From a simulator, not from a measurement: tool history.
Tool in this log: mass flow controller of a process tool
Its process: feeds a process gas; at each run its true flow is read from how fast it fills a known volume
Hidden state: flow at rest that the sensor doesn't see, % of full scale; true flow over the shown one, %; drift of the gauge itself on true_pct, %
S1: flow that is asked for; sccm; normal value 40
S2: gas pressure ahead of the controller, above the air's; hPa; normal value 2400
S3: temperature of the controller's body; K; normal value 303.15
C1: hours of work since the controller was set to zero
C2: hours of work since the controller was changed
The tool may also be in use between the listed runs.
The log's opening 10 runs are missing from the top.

{"run": 11, "hour": 1742.3, "S1": 40, "S2": 2400, "S3": 300.15, "C1": 3567, "C2": 3567, "true flow (%)": 99.73}
{"run": 12, "hour": 1901.9, "S1": 40, "S2": 2400, "S3": 300.15, "C1": 3657, "C2": 3657, "true flow (%)": 99.78}
{"run": 13, "hour": 2061.7, "S1": 40, "S2": 2400, "S3": 296.15, "C1": 3748, "C2": 3748, "true flow (%)": 100.24}
{"run": 14, "hour": 2229.8, "S1": 29, "S2": 2400, "S3": 296.15, "C1": 3843, "C2": 3843, "true flow (%)": 100.12}
{"run": 15, "hour": 2371.4, "S1": 40, "S2": 2400, "S3": 299.15, "C1": 3923, "C2": 3923, "true flow (%)": 99.74}
{"run": 16, "hour": 2556.2, "S1": 40, "S2": 2400, "S3": 299.15, "C1": 4027, "C2": 4027, "true flow (%)": 99.85}
{"run": 17, "hour": 2680.3, "S1": 40, "S2": 2400, "S3": 299.15, "C1": 4098, "C2": 4098, "true flow (%)": 99.73}
{"run": 18, "hour": 2851.2, "S1": 40, "S2": 2400, "S3": 299.15, "C1": 4194, "C2": 4194, "true flow (%)": 99.86}
{"run": 19, "hour": 3072.4, "S1": 17, "S2": 2200, "S3": 303.15, "C1": 4319, "C2": 4319, "true flow (%)": 98.93}
{"run": 20, "hour": 3191.7, "S1": 22, "S2": 1640, "S3": 303.15, "C1": 4387, "C2": 4387, "true flow (%)": 98.58}
{"run": 21, "hour": 3380.5, "S1": 5, "S2": 2750, "S3": 305.15, "C1": 4494, "C2": 4494, "true flow (%)": 98.61}
{"run": 22, "hour": 3558.5, "S1": 5, "S2": 2070, "S3": 293.15, "C1": 4594, "C2": 4594, "true flow (%)": 99.93}
{"run": 23, "hour": 3784.6, "S1": 9, "S2": 2560, "S3": 308.15, "C1": 4722, "C2": 4722, "true flow (%)": 98.37}
{"run": 24, "hour": 3965.6, "S1": 40, "S2": 1830, "S3": 303.15, "C1": 4824, "C2": 4824, "true flow (%)": 99.15}
{"run": 25, "hour": 4153.0, "S1": 40, "S2": 2630, "S3": 303.15, "C1": 4930, "C2": 4930, "true flow (%)": 99.42}
{"run": 26, "hour": 4280.4, "S1": 40, "S2": 2030, "S3": 303.15, "C1": 5002, "C2": 5002, "true flow (%)": 99.26}
{"run": 27, "hour": 4396.2, "S1": 40, "S2": 2030, "S3": 303.15, "C1": 5068, "C2": 5068, "true flow (%)": 99.25}

Estimate the outcome of run 28 from the log above:
{"run": 28, "hour": 4498.4, "S1": 23, "S2": 2250, "S3": 312.15, "C1": 5126, "C2": 5126, "true flow (%)": "?"}

{"run 28": {"true flow (%)": 98.01}}
The same run, on a tool lacking any hidden state, would have yielded true flow (%) 98.03.

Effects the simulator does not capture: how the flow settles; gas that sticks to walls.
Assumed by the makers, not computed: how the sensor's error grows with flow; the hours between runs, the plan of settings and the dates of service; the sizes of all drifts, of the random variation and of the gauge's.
